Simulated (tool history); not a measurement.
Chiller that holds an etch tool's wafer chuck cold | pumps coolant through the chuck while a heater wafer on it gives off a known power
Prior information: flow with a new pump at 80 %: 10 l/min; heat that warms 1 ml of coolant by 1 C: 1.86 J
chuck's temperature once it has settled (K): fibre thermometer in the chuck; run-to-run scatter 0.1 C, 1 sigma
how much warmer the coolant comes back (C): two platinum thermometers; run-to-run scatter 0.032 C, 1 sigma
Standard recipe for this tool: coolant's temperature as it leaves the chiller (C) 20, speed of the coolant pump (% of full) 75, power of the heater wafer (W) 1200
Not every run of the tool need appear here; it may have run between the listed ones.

run,hour,coolant's temperature as it leaves the chiller (C),speed of the coolant pump (% of full),power of the heater wafer (W),chuck's temperature once it has settled (K),how much warmer the coolant comes back (C)
1,0,20,75,1200,301.65,4.32
2,179.7,20,75,1200,301.55,4.36
3,345.5,20,75,1200,301.65,4.4
4,476.5,20,75,1200,301.65,4.38
5,611.5,20,75,1359,302.85,4.95
6,775.7,20,75,1200,301.55,4.44
7,879.3,20,75,1200,301.95,4.39
8,999.1,30,75,1200,311.65,4.44
# hour 1077.9: chiller's thermometer calibrated
9,1121.8,30,75,1200,311.55,4.41
10,1331.6,20,75,1200,301.75,4.49
11,1532.7,20,75,1200,301.55,4.43
12,1618.8,20,75,1200,301.55,4.52
13,1772.5,20,75,1200,301.65,4.45
14,1891.6,20,75,1200,301.75,4.52
15,1989.9,20,75,1200,301.75,4.45
16,2137.8,20,81,1200,301.45,4.11
17,2338.4,20,81,1200,301.45,4.12
# hour 2368.2: chiller's thermometer calibrated, once more
18,2553.2,14,92,952,293.25,2.86
19,2745.8,11,62,1007,292.95,4.73
20,2929.5,29,77,1121,310.55,4.08
21,3087.4,11,98,1337,292.35,3.76
22,3243.6,11,98,1337,292.35,3.8
23,3369.4,20,67,980,301.05,4.24
24,3558.7,20,67,980,301.35,4.24
25,3727.3,20,67,980,301.25,4.26
26,3940.3,20,86,612,297.25,2.02
27,4044,12,61,1200,295.95,5.75
28,4224.3,20,70,1200,302.95,5.04
29,4334.3,20,73,1358,303.75,5.34
30,4442.9,20,73,1358,303.85,5.37
31,4556.2,20,73,1358,303.85,5.39

Predict each of these 3 candidate next runs independently; none follows another, all start after run 31:
A,4748.6,14,83,932,?,?
B,4748.6,28,82,861,?,?
C,4748.6,20,81,1358,?,?

run,chuck's temperature once it has settled (K),how much warmer the coolant comes back (C)
A,293.75,3.29
B,307.25,2.97
C,303.05,4.79
The same runs, with their run-to-run variation unchanged, on a tool lacking any hidden condition would have given:
run,chuck's temperature once it has settled (K),how much warmer the coolant comes back (C)
A,292.85,2.94
B,306.45,2.64
C,301.65,4.26
